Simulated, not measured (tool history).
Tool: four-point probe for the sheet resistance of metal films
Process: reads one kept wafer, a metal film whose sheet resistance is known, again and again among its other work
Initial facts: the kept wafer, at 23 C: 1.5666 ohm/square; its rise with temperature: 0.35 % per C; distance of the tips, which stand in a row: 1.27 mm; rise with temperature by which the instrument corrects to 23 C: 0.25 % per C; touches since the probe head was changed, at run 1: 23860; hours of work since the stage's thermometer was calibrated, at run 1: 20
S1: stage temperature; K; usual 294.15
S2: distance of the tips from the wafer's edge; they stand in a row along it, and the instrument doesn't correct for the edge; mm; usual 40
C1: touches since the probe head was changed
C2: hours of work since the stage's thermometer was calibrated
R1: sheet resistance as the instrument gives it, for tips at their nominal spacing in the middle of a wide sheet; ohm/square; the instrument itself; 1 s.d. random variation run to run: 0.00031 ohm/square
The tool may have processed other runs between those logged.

| run | hour | S1 | S2 | C1 | C2 | R1 |
|---|---|---|---|---|---|---|
| 1 | 0 | 294.15 | 40 | 23860 | 20 | 1.563949 |
| 2 | 17 | 292.15 | 40 | 25020 | 33 | 1.56133 |
| 3 | 29.9 | 296.15 | 40 | 25900 | 43 | 1.566923 |
| 4 | 39.8 | 296.15 | 40 | 26581 | 50 | 1.567051 |
| 5 | 50.5 | 296.15 | 40 | 27312 | 58 | 1.567326 |
| 6 | 58.8 | 294.15 | 40 | 27878 | 65 | 1.564101 |
| 7 | 69 | 294.15 | 23 | 28572 | 72 | 1.565307 |
| 8 | 87.7 | 293.15 | 13 | 29849 | 87 | 1.569422 |
| 9 | 103.3 | 293.15 | 13 | 30916 | 99 | 1.568951 |
| 10 | 122.3 | 295.15 | 8 | 32213 | 113 | 1.586394 |
| 11 | 132.5 | 295.15 | 8 | 32911 | 121 | 1.58617 |

Below are 5 alternative next runs, each starting from the tool's condition after run 11. Predict each:
| A | 151.5 | 294.15 | 24 | 34210 | 136 | ? |
| B | 151.5 | 303.15 | 3 | 34210 | 136 | ? |
| C | 151.5 | 294.15 | 60 | 34210 | 136 | ? |
| D | 151.5 | 294.15 | 31 | 34210 | 136 | ? |
| E | 151.5 | 291.15 | 8 | 34210 | 136 | ? |

| run | R1 |
|---|---|
| A | 1.566307 |
| B | 1.715594 |
| C | 1.563763 |
| D | 1.564059 |
| E | 1.579346 |
Had the tool no hidden state, the same runs would have come out as:
| run | R1 |
|---|---|
| A | 1.566345 |
| B | 1.715635 |
| C | 1.563801 |
| D | 1.564097 |
| E | 1.579384 |

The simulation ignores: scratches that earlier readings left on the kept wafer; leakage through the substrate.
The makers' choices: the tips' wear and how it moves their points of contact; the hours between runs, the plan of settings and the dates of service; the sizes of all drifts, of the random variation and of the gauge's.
